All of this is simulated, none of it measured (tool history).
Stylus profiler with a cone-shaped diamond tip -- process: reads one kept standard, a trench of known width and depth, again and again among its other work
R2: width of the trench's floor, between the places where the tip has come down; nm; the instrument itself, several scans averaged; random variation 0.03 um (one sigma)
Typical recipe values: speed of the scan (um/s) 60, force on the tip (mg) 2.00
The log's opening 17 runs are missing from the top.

run 18 hour=1292.0 | speed_of_the_scan_(um/s)=119 force_on_the_tip_(mg)=2.00 | depth_of_the_trench_(nm)=100.52 R2=48480
run 19 hour=1347.4 | speed_of_the_scan_(um/s)=119 force_on_the_tip_(mg)=2.00 | depth_of_the_trench_(nm)=100.54 R2=48500
run 20 hour=1428.5 | speed_of_the_scan_(um/s)=119 force_on_the_tip_(mg)=2.00 | depth_of_the_trench_(nm)=100.54 R2=48530
run 21 hour=1477.1 | speed_of_the_scan_(um/s)=119 force_on_the_tip_(mg)=2.00 | depth_of_the_trench_(nm)=100.50 R2=48530
run 22 hour=1585.1 | speed_of_the_scan_(um/s)=119 force_on_the_tip_(mg)=2.00 | depth_of_the_trench_(nm)=100.54 R2=48380
run 23 hour=1669.2 | speed_of_the_scan_(um/s)=55 force_on_the_tip_(mg)=2.34 | depth_of_the_trench_(nm)=100.59 R2=48610
run 24 hour=1780.9 | speed_of_the_scan_(um/s)=53 force_on_the_tip_(mg)=2.81 | depth_of_the_trench_(nm)=100.57 R2=48660
run 25 hour=1877.2 | speed_of_the_scan_(um/s)=39 force_on_the_tip_(mg)=2.81 | depth_of_the_trench_(nm)=100.68 R2=48650
run 26 hour=1936.6 | speed_of_the_scan_(um/s)=30 force_on_the_tip_(mg)=2.00 | depth_of_the_trench_(nm)=100.55 R2=48620
run 27 hour=1983.5 | speed_of_the_scan_(um/s)=15 force_on_the_tip_(mg)=0.74 | depth_of_the_trench_(nm)=100.19 R2=48640
-- hour=2025.1 height scale calibrated on a step standard
run 28 hour=2072.8 | speed_of_the_scan_(um/s)=164 force_on_the_tip_(mg)=3.68 | depth_of_the_trench_(nm)=100.80 R2=48510
run 29 hour=2184.6 | speed_of_the_scan_(um/s)=164 force_on_the_tip_(mg)=3.68 | depth_of_the_trench_(nm)=100.83 R2=48490
run 30 hour=2270.5 | speed_of_the_scan_(um/s)=26 force_on_the_tip_(mg)=0.67 | depth_of_the_trench_(nm)=100.24 R2=48590
-- hour=2294.5 new tip fitted, height scale calibrated
run 31 hour=2334.3 | speed_of_the_scan_(um/s)=17 force_on_the_tip_(mg)=1.25 | depth_of_the_trench_(nm)=100.41 R2=48690
run 32 hour=2399.0 | speed_of_the_scan_(um/s)=184 force_on_the_tip_(mg)=1.18 | depth_of_the_trench_(nm)=100.43 R2=48280
run 33 hour=2483.9 | speed_of_the_scan_(um/s)=184 force_on_the_tip_(mg)=1.18 | depth_of_the_trench_(nm)=100.34 R2=48260
run 34 hour=2545.7 | speed_of_the_scan_(um/s)=39 force_on_the_tip_(mg)=3.03 | depth_of_the_trench_(nm)=100.72 R2=48700
run 35 hour=2636.3 | speed_of_the_scan_(um/s)=49 force_on_the_tip_(mg)=2.07 | depth_of_the_trench_(nm)=100.55 R2=48680
run 36 hour=2724.9 | speed_of_the_scan_(um/s)=49 force_on_the_tip_(mg)=2.07 | depth_of_the_trench_(nm)=100.54 R2=48640

Predict each of these 5 candidate next runs independently; none follows another, all start after run 36:
run A hour=2834.6 | speed_of_the_scan_(um/s)=155 force_on_the_tip_(mg)=0.69 | depth_of_the_trench_(nm)=? R2=?
run B hour=2834.6 | speed_of_the_scan_(um/s)=140 force_on_the_tip_(mg)=2.95 | depth_of_the_trench_(nm)=? R2=?
run C hour=2834.6 | speed_of_the_scan_(um/s)=28 force_on_the_tip_(mg)=0.81 | depth_of_the_trench_(nm)=? R2=?
run D hour=2834.6 | speed_of_the_scan_(um/s)=53 force_on_the_tip_(mg)=2.23 | depth_of_the_trench_(nm)=? R2=?
run E hour=2834.6 | speed_of_the_scan_(um/s)=51 force_on_the_tip_(mg)=2.00 | depth_of_the_trench_(nm)=? R2=?

run=A depth_of_the_trench_(nm)=100.23 R2=48250
run=B depth_of_the_trench_(nm)=100.70 R2=48520
run=C depth_of_the_trench_(nm)=100.32 R2=48670
run=D depth_of_the_trench_(nm)=100.49 R2=48600
run=E depth_of_the_trench_(nm)=100.49 R2=48620
Take away the tool's hidden state, keep each run's random variation, and the runs would have read:
run=A depth_of_the_trench_(nm)=100.24 R2=48250
run=B depth_of_the_trench_(nm)=100.70 R2=48530
run=C depth_of_the_trench_(nm)=100.33 R2=48670
run=D depth_of_the_trench_(nm)=100.50 R2=48610
run=E depth_of_the_trench_(nm)=100.49 R2=48630

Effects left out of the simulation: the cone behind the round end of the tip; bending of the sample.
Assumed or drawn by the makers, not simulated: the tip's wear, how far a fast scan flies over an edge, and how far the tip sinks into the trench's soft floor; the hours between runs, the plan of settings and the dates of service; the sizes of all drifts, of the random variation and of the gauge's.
